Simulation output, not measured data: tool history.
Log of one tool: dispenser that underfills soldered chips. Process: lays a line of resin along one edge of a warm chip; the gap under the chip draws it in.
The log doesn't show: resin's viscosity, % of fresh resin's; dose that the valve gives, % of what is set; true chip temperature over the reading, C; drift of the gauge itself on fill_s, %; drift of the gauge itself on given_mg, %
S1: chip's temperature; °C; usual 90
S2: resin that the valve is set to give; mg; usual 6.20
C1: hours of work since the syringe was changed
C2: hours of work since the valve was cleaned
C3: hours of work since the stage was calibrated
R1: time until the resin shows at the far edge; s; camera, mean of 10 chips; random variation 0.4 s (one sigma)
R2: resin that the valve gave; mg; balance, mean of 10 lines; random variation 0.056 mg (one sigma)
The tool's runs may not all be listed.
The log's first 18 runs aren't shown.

| run | hour | S1 | S2 | C1 | C2 | C3 | R1 | R2 |
|---|---|---|---|---|---|---|---|---|
| 19 | 87.7 | 90 | 5.55 | 7 | 40 | 238 | 38.9 | 5.41 |
|  | 89.2 | new syringe of resin |
| 20 | 93.6 | 93 | 6.96 | 3 | 44 | 242 | 28.1 | 6.73 |
| 21 | 97.3 | 103 | 7.15 | 6 | 47 | 244 | 19.3 | 6.83 |
|  | 99.9 | new syringe of resin |
| 22 | 101.3 | 102 | 5.42 | 1 | 49 | 247 | 19.0 | 5.22 |
| 23 | 104.7 | 79 | 6.32 | 4 | 52 | 250 | 58.7 | 6.01 |
| 24 | 109.4 | 79 | 6.32 | 7 | 55 | 253 | 67.2 | 6.01 |
|  | 110.6 | new syringe of resin |
| 25 | 115.6 | 94 | 5.49 | 4 | 60 | 257 | 27.9 | 5.20 |
| 26 | 120.1 | 94 | 5.49 | 7 | 63 | 261 | 31.1 | 5.16 |
|  | 121.5 | new syringe of resin |
| 27 | 123.2 | 103 | 5.90 | 1 | 65 | 263 | 17.2 | 5.58 |
| 28 | 129.4 | 84 | 7.96 | 6 | 70 | 267 | 48.5 | 7.56 |
|  | 132.5 | new syringe of resin |
| 29 | 133.5 | 84 | 7.96 | 1 | 72 | 270 | 41.5 | 7.46 |
| 30 | 137.1 | 84 | 7.96 | 3 | 75 | 273 | 44.4 | 7.40 |
| 31 | 141.9 | 85 | 6.20 | 7 | 78 | 276 | 48.7 | 5.70 |
|  | 143.4 | new syringe of resin |
| 32 | 146.8 | 103 | 7.87 | 3 | 82 | 279 | 16.6 | 7.28 |
| 33 | 151.8 | 103 | 7.87 | 6 | 85 | 283 | 19.4 | 7.38 |
|  | 154.1 | new syringe of resin |
| 34 | 155.6 | 98 | 6.71 | 1 | 88 | 286 | 21.5 | 6.14 |
| 35 | 160.9 | 96 | 7.55 | 5 | 92 | 289 | 26.7 | 6.92 |

5 ways to go on from here, each from the tool as it stands after run 35. What would each give?
| A | 163.8 | 99 | 5.51 | 7 | 94 | 292 | ? | ? |
| B | 163.8 | 95 | 5.50 | 7 | 94 | 292 | ? | ? |
| C | 163.8 | 90 | 7.55 | 7 | 94 | 292 | ? | ? |
| D | 163.8 | 92 | 6.73 | 7 | 94 | 292 | ? | ? |
| E | 163.8 | 90 | 6.32 | 7 | 94 | 292 | ? | ? |

| run | R1 | R2 |
|---|---|---|
| A | 25.9 | 5.07 |
| B | 32.4 | 4.98 |
| C | 39.9 | 6.85 |
| D | 36.0 | 6.18 |
| E | 39.7 | 5.77 |
Without the tool's hidden state the same runs would have given:
| run | R1 | R2 |
|---|---|---|
| A | 17.4 | 5.53 |
| B | 22.0 | 5.44 |
| C | 27.4 | 7.49 |
| D | 24.7 | 6.75 |
| E | 26.9 | 6.31 |
